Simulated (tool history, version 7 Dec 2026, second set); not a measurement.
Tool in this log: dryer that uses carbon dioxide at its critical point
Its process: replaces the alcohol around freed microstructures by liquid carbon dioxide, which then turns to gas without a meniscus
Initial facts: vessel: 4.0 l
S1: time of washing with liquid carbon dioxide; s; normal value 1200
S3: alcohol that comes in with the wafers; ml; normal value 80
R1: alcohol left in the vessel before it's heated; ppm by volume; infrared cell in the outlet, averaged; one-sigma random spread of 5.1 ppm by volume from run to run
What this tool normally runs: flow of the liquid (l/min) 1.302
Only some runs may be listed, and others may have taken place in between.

{"run": 1, "hour": 0.0, "S1": 1200, "flow of the liquid (l/min)": 1.302, "S3": 80, "R1": 89}
{"run": 2, "hour": 25.1, "S1": 1200, "flow of the liquid (l/min)": 1.302, "S3": 80, "R1": 96}
{"run": 3, "hour": 46.6, "S1": 1200, "flow of the liquid (l/min)": 1.302, "S3": 80, "R1": 102}
{"run": 4, "hour": 64.5, "S1": 1200, "flow of the liquid (l/min)": 1.302, "S3": 80, "R1": 94}
{"run": 5, "hour": 99.9, "S1": 1200, "flow of the liquid (l/min)": 1.86, "S3": 80, "R1": 32}
{"run": 6, "hour": 131.5, "S1": 1200, "flow of the liquid (l/min)": 1.86, "S3": 80, "R1": 23}
{"run": 7, "hour": 164.0, "S1": 1260, "flow of the liquid (l/min)": 0.87, "S3": 47, "R1": 289}
{"run": 8, "hour": 196.8, "S1": 1320, "flow of the liquid (l/min)": 0.79, "S3": 30, "R1": 230}
{"run": 9, "hour": 224.5, "S1": 1140, "flow of the liquid (l/min)": 1.302, "S3": 49, "R1": 92}
{"run": 10, "hour": 258.0, "S1": 1860, "flow of the liquid (l/min)": 2.1, "S3": 35, "R1": 26}
{"run": 11, "hour": 272.5, "S1": 1860, "flow of the liquid (l/min)": 2.1, "S3": 35, "R1": 25}

What if the next run were any one of these 4? Each begins from the tool's condition after run 11:
{"run": "A", "hour": 302.0, "S1": 1860, "flow of the liquid (l/min)": 0.83, "S3": 35, "R1": "?"}
{"run": "B", "hour": 302.0, "S1": 960, "flow of the liquid (l/min)": 1.302, "S3": 80, "R1": "?"}
{"run": "C", "hour": 302.0, "S1": 1440, "flow of the liquid (l/min)": 0.87, "S3": 95, "R1": "?"}
{"run": "D", "hour": 302.0, "S1": 900, "flow of the liquid (l/min)": 2.1, "S3": 35, "R1": "?"}

run=A R1=69
run=B R1=300
run=C R1=364
run=D R1=40
Without the tool's unlogged condition, the same runs would have read:
run=A R1=40
run=B R1=231
run=C R1=286
run=D R1=19
